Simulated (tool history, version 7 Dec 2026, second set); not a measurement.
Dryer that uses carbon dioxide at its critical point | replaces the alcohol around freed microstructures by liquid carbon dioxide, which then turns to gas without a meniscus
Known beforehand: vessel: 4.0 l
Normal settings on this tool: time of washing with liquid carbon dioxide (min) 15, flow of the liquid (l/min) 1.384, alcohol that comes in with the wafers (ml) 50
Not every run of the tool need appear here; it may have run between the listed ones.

run,hour,time of washing with liquid carbon dioxide (min),flow of the liquid (l/min),alcohol that comes in with the wafers (ml),alcohol left in the vessel before it's heated (ppm by volume)
1,0.0,15,1.384,50,292
2,40.9,15,1.384,50,287
3,62.3,15,1.384,50,308
4,100.6,15,1.384,50,313
5,129.7,15,1.384,50,330
6,168.9,15,1.384,50,339
7,191.1,15,1.384,50,341
8,231.5,15,1.384,50,356
9,251.5,15,1.384,50,364
10,271.3,15,1.384,50,367
11,294.6,15,1.384,50,377
12,313.6,15,1.384,50,384
13,344.8,15,1.384,50,393
14,366.1,15,1.384,50,387
15,389.8,15,1.384,41,324
16,415.2,15,1.384,41,340
17,435.3,15,1.384,50,404
18,474.2,15,1.384,50,424
19,495.8,16,1.384,50,360
20,513.4,15,1.260,50,557
21,538.7,15,1.384,50,441
# hour 558.3: inlet filter changed
22,570.2,15,1.384,50,354
23,603.0,15,1.384,50,346
24,635.2,13,1.384,38,436
25,672.8,13,1.384,38,459
26,710.3,13,1.384,38,450
27,737.5,23,1.580,54,111
28,774.3,23,1.580,54,110
29,805.6,17,0.840,24,616
30,824.7,17,0.840,24,612
31,853.0,17,0.840,24,617
32,872.3,15,1.440,39,333
33,898.1,15,1.440,39,319
34,919.5,15,0.930,23,644
35,945.2,15,0.930,23,656
36,973.1,19,0.950,23,386
37,990.7,9,1.680,63,1270
38,1022.3,15,1.660,50,285
39,1048.3,24,0.930,28,280
40,1080.7,15,2.110,98,229
41,1119.8,15,2.110,98,232
# hour 1125.6: inlet filter changed
42,1152.2,15,2.110,98,192
# hour 1170.9: purifier's bed changed
43,1193.8,15,2.110,55,56
44,1219.6,15,1.110,55,715
45,1259.8,13,1.050,53,1174
46,1277.6,12,1.580,42,378

Each row is a separate what-if for the run after 46, all from the same tool condition, not one after another. Results?
A,1315.7,12,1.730,32,?
B,1315.7,13,1.384,75,?
C,1315.7,12,0.940,42,?
D,1315.7,19,1.384,50,?
E,1315.7,11,1.530,50,?

run,alcohol left in the vessel before it's heated (ppm by volume)
A,219
B,766
C,1476
D,137
E,659
With no hidden state in the tool, these same runs would have given:
run,alcohol left in the vessel before it's heated (ppm by volume)
A,180
B,672
C,1364
D,104
E,579
